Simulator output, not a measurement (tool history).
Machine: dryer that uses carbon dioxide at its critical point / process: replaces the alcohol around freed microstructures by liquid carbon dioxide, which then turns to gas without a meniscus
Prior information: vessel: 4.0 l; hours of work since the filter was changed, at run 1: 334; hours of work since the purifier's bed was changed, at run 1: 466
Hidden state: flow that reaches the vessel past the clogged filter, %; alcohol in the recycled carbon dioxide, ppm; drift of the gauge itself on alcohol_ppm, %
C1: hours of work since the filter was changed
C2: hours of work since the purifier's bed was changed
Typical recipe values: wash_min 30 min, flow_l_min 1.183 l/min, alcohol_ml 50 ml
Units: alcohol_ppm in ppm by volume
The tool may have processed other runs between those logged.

{"run": 1, "hour": 0.0, "wash_min": 30, "flow_l_min": 1.183, "alcohol_ml": 50, "C1": 334, "C2": 466, "alcohol_ppm": 65}
{"run": 2, "hour": 19.4, "wash_min": 30, "flow_l_min": 1.183, "alcohol_ml": 50, "C1": 346, "C2": 478, "alcohol_ppm": 64}
{"run": 3, "hour": 42.4, "wash_min": 30, "flow_l_min": 1.183, "alcohol_ml": 50, "C1": 359, "C2": 491, "alcohol_ppm": 74}
{"hour": 56.4, "done": "inlet filter changed"}
{"run": 4, "hour": 75.9, "wash_min": 30, "flow_l_min": 1.183, "alcohol_ml": 35, "C1": 12, "C2": 511, "alcohol_ppm": 62}
{"run": 5, "hour": 96.8, "wash_min": 30, "flow_l_min": 1.183, "alcohol_ml": 35, "C1": 24, "C2": 523, "alcohol_ppm": 67}
{"run": 6, "hour": 129.8, "wash_min": 30, "flow_l_min": 1.183, "alcohol_ml": 35, "C1": 44, "C2": 543, "alcohol_ppm": 65}
{"run": 7, "hour": 165.2, "wash_min": 30, "flow_l_min": 1.183, "alcohol_ml": 35, "C1": 65, "C2": 564, "alcohol_ppm": 73}
{"run": 8, "hour": 203.3, "wash_min": 30, "flow_l_min": 1.183, "alcohol_ml": 35, "C1": 88, "C2": 587, "alcohol_ppm": 64}
{"run": 9, "hour": 230.4, "wash_min": 30, "flow_l_min": 1.183, "alcohol_ml": 35, "C1": 104, "C2": 603, "alcohol_ppm": 66}
{"run": 10, "hour": 263.4, "wash_min": 30, "flow_l_min": 1.183, "alcohol_ml": 35, "C1": 123, "C2": 623, "alcohol_ppm": 71}
{"run": 11, "hour": 294.9, "wash_min": 30, "flow_l_min": 1.183, "alcohol_ml": 35, "C1": 142, "C2": 641, "alcohol_ppm": 67}
{"run": 12, "hour": 329.6, "wash_min": 30, "flow_l_min": 1.183, "alcohol_ml": 35, "C1": 163, "C2": 662, "alcohol_ppm": 70}
{"run": 13, "hour": 368.6, "wash_min": 30, "flow_l_min": 1.183, "alcohol_ml": 35, "C1": 186, "C2": 685, "alcohol_ppm": 80}
{"run": 14, "hour": 389.1, "wash_min": 30, "flow_l_min": 1.183, "alcohol_ml": 50, "C1": 198, "C2": 697, "alcohol_ppm": 88}
{"run": 15, "hour": 414.3, "wash_min": 30, "flow_l_min": 1.183, "alcohol_ml": 50, "C1": 213, "C2": 712, "alcohol_ppm": 88}
{"run": 16, "hour": 439.7, "wash_min": 30, "flow_l_min": 1.183, "alcohol_ml": 53, "C1": 228, "C2": 728, "alcohol_ppm": 100}
{"run": 17, "hour": 457.6, "wash_min": 30, "flow_l_min": 1.183, "alcohol_ml": 53, "C1": 239, "C2": 738, "alcohol_ppm": 91}
{"run": 18, "hour": 481.7, "wash_min": 30, "flow_l_min": 1.183, "alcohol_ml": 50, "C1": 253, "C2": 753, "alcohol_ppm": 88}
{"run": 19, "hour": 507.1, "wash_min": 30, "flow_l_min": 1.183, "alcohol_ml": 74, "C1": 269, "C2": 768, "alcohol_ppm": 87}
{"run": 20, "hour": 530.0, "wash_min": 30, "flow_l_min": 1.183, "alcohol_ml": 74, "C1": 282, "C2": 781, "alcohol_ppm": 87}
{"run": 21, "hour": 560.2, "wash_min": 30, "flow_l_min": 1.183, "alcohol_ml": 74, "C1": 300, "C2": 799, "alcohol_ppm": 106}
{"run": 22, "hour": 588.0, "wash_min": 30, "flow_l_min": 1.183, "alcohol_ml": 74, "C1": 317, "C2": 816, "alcohol_ppm": 110}
{"run": 23, "hour": 616.3, "wash_min": 30, "flow_l_min": 1.183, "alcohol_ml": 74, "C1": 334, "C2": 833, "alcohol_ppm": 95}
{"run": 24, "hour": 655.1, "wash_min": 40, "flow_l_min": 1.183, "alcohol_ml": 94, "C1": 357, "C2": 856, "alcohol_ppm": 94}
{"hour": 672.8, "done": "inlet filter changed"}
{"run": 25, "hour": 672.8, "wash_min": 32, "flow_l_min": 1.71, "alcohol_ml": 36, "C1": 0, "C2": 866, "alcohol_ppm": 86}
{"run": 26, "hour": 712.7, "wash_min": 48, "flow_l_min": 1.95, "alcohol_ml": 36, "C1": 24, "C2": 890, "alcohol_ppm": 101}
{"run": 27, "hour": 737.8, "wash_min": 48, "flow_l_min": 1.95, "alcohol_ml": 36, "C1": 39, "C2": 905, "alcohol_ppm": 99}
{"run": 28, "hour": 777.4, "wash_min": 32, "flow_l_min": 0.84, "alcohol_ml": 36, "C1": 62, "C2": 928, "alcohol_ppm": 118}
{"run": 29, "hour": 801.6, "wash_min": 32, "flow_l_min": 1.56, "alcohol_ml": 82, "C1": 77, "C2": 943, "alcohol_ppm": 105}
{"run": 30, "hour": 836.0, "wash_min": 35, "flow_l_min": 0.75, "alcohol_ml": 40, "C1": 97, "C2": 963, "alcohol_ppm": 139}
{"run": 31, "hour": 857.4, "wash_min": 32, "flow_l_min": 0.8, "alcohol_ml": 42, "C1": 110, "C2": 976, "alcohol_ppm": 150}
{"run": 32, "hour": 894.7, "wash_min": 37, "flow_l_min": 0.73, "alcohol_ml": 21, "C1": 132, "C2": 998, "alcohol_ppm": 120}
{"hour": 904.1, "done": "purifier's bed changed"}
{"run": 33, "hour": 920.5, "wash_min": 42, "flow_l_min": 1.16, "alcohol_ml": 50, "C1": 146, "C2": 10, "alcohol_ppm": 0}
{"run": 34, "hour": 949.7, "wash_min": 38, "flow_l_min": 1.31, "alcohol_ml": 50, "C1": 163, "C2": 27, "alcohol_ppm": 11}
{"run": 35, "hour": 970.7, "wash_min": 38, "flow_l_min": 1.31, "alcohol_ml": 50, "C1": 176, "C2": 40, "alcohol_ppm": 14}
{"run": 36, "hour": 1000.7, "wash_min": 30, "flow_l_min": 1.23, "alcohol_ml": 50, "C1": 194, "C2": 58, "alcohol_ppm": 15}
{"run": 37, "hour": 1039.0, "wash_min": 37, "flow_l_min": 1.96, "alcohol_ml": 86, "C1": 216, "C2": 80, "alcohol_ppm": 11}
{"run": 38, "hour": 1064.8, "wash_min": 41, "flow_l_min": 1.91, "alcohol_ml": 106, "C1": 232, "C2": 96, "alcohol_ppm": 19}
{"run": 39, "hour": 1095.3, "wash_min": 19, "flow_l_min": 1.91, "alcohol_ml": 106, "C1": 250, "C2": 114, "alcohol_ppm": 21}
{"run": 40, "hour": 1127.6, "wash_min": 19, "flow_l_min": 1.91, "alcohol_ml": 106, "C1": 269, "C2": 133, "alcohol_ppm": 29}
{"run": 41, "hour": 1163.9, "wash_min": 32, "flow_l_min": 1.183, "alcohol_ml": 51, "C1": 291, "C2": 155, "alcohol_ppm": 22}
{"run": 42, "hour": 1180.1, "wash_min": 30, "flow_l_min": 1.36, "alcohol_ml": 50, "C1": 300, "C2": 164, "alcohol_ppm": 15}
{"run": 43, "hour": 1199.6, "wash_min": 43, "flow_l_min": 1.45, "alcohol_ml": 50, "C1": 312, "C2": 176, "alcohol_ppm": 20}
{"run": 44, "hour": 1238.4, "wash_min": 22, "flow_l_min": 1.31, "alcohol_ml": 71, "C1": 335, "C2": 199, "alcohol_ppm": 67}
{"run": 45, "hour": 1271.0, "wash_min": 22, "flow_l_min": 1.31, "alcohol_ml": 71, "C1": 355, "C2": 219, "alcohol_ppm": 71}
{"hour": 1293.0, "done": "inlet filter changed"}
{"run": 46, "hour": 1299.5, "wash_min": 19, "flow_l_min": 1.183, "alcohol_ml": 101, "C1": 4, "C2": 235, "alcohol_ppm": 181}

Some steps in alcohol_ppm, run to run, broken into two amounts with sign: the step expected even without the hidden condition (settings, incoming material, random variation), and the rest, left for the hidden condition together with whatever gauge scatter is not in both the measured and the hidden-condition-free result:
Run 32 -> 33: wash_min 37 -> 42, flow_l_min 0.73 -> 1.16, alcohol_ml 21 -> 50, purifier's bed changed. alcohol_ppm -120 ppm by volume: hidden state -106, all else -14.
Run 43 -> 44: wash_min 43 -> 22, flow_l_min 1.45 -> 1.31, alcohol_ml 50 -> 71. alcohol_ppm +47 ppm by volume: hidden state +22, all else +25.
Run 45 -> 46: wash_min 22 -> 19, flow_l_min 1.31 -> 1.183, alcohol_ml 71 -> 101, inlet filter changed. alcohol_ppm +110 ppm by volume: hidden state -18, all else +128.
